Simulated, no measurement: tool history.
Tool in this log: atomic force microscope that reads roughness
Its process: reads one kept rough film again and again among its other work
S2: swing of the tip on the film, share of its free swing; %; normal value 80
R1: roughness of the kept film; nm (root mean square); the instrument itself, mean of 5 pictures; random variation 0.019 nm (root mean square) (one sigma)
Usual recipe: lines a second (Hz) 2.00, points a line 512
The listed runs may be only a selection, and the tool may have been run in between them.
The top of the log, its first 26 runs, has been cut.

run 27 hour=930.2 | lines_a_second_(Hz)=2.00 S2=60 points_a_line=512 | R1=4.473
run 28 hour=955.6 | lines_a_second_(Hz)=2.00 S2=60 points_a_line=512 | R1=4.184
run 29 hour=998.9 | lines_a_second_(Hz)=0.84 S2=61 points_a_line=512 | R1=3.837
-- hour=1034.3 new tip fitted
run 30 hour=1036.1 | lines_a_second_(Hz)=0.84 S2=61 points_a_line=512 | R1=5.050
run 31 hour=1066.6 | lines_a_second_(Hz)=3.12 S2=87 points_a_line=1020 | R1=3.891
run 32 hour=1103.7 | lines_a_second_(Hz)=0.67 S2=84 points_a_line=899 | R1=4.062
run 33 hour=1140.7 | lines_a_second_(Hz)=1.88 S2=79 points_a_line=806 | R1=3.539
run 34 hour=1172.9 | lines_a_second_(Hz)=1.63 S2=65 points_a_line=901 | R1=3.433
-- hour=1175.8 new tip fitted
run 35 hour=1195.9 | lines_a_second_(Hz)=1.63 S2=65 points_a_line=901 | R1=4.775
run 36 hour=1233.8 | lines_a_second_(Hz)=1.55 S2=59 points_a_line=901 | R1=4.317
run 37 hour=1268.8 | lines_a_second_(Hz)=1.55 S2=59 points_a_line=901 | R1=3.969
run 38 hour=1306.8 | lines_a_second_(Hz)=1.55 S2=67 points_a_line=901 | R1=3.556
-- hour=1318.8 new tip fitted
run 39 hour=1331.8 | lines_a_second_(Hz)=1.55 S2=67 points_a_line=901 | R1=4.850
run 40 hour=1363.3 | lines_a_second_(Hz)=3.58 S2=65 points_a_line=443 | R1=4.239
run 41 hour=1389.7 | lines_a_second_(Hz)=2.60 S2=65 points_a_line=882 | R1=4.046
run 42 hour=1428.6 | lines_a_second_(Hz)=2.60 S2=65 points_a_line=882 | R1=3.689
-- hour=1460.7 new tip fitted
run 43 hour=1468.3 | lines_a_second_(Hz)=3.27 S2=90 points_a_line=882 | R1=4.067
run 44 hour=1500.4 | lines_a_second_(Hz)=3.27 S2=90 points_a_line=882 | R1=3.730
run 45 hour=1520.2 | lines_a_second_(Hz)=1.48 S2=70 points_a_line=281 | R1=4.182

Predict each of these 5 candidate next runs independently; none follows another, all start after run 45:
run A hour=1543.9 | lines_a_second_(Hz)=2.00 S2=80 points_a_line=560 | R1=?
run B hour=1543.9 | lines_a_second_(Hz)=3.01 S2=86 points_a_line=981 | R1=?
run C hour=1543.9 | lines_a_second_(Hz)=1.05 S2=90 points_a_line=974 | R1=?
run D hour=1543.9 | lines_a_second_(Hz)=2.00 S2=79 points_a_line=953 | R1=?
run E hour=1543.9 | lines_a_second_(Hz)=0.98 S2=88 points_a_line=752 | R1=?

run=A R1=3.768
run=B R1=3.496
run=C R1=3.814
run=D R1=3.753
run=E R1=3.859
Had the tool no hidden state, the same runs would have come out as:
run=A R1=4.737
run=B R1=4.394
run=C R1=4.795
run=D R1=4.717
run=E R1=4.851
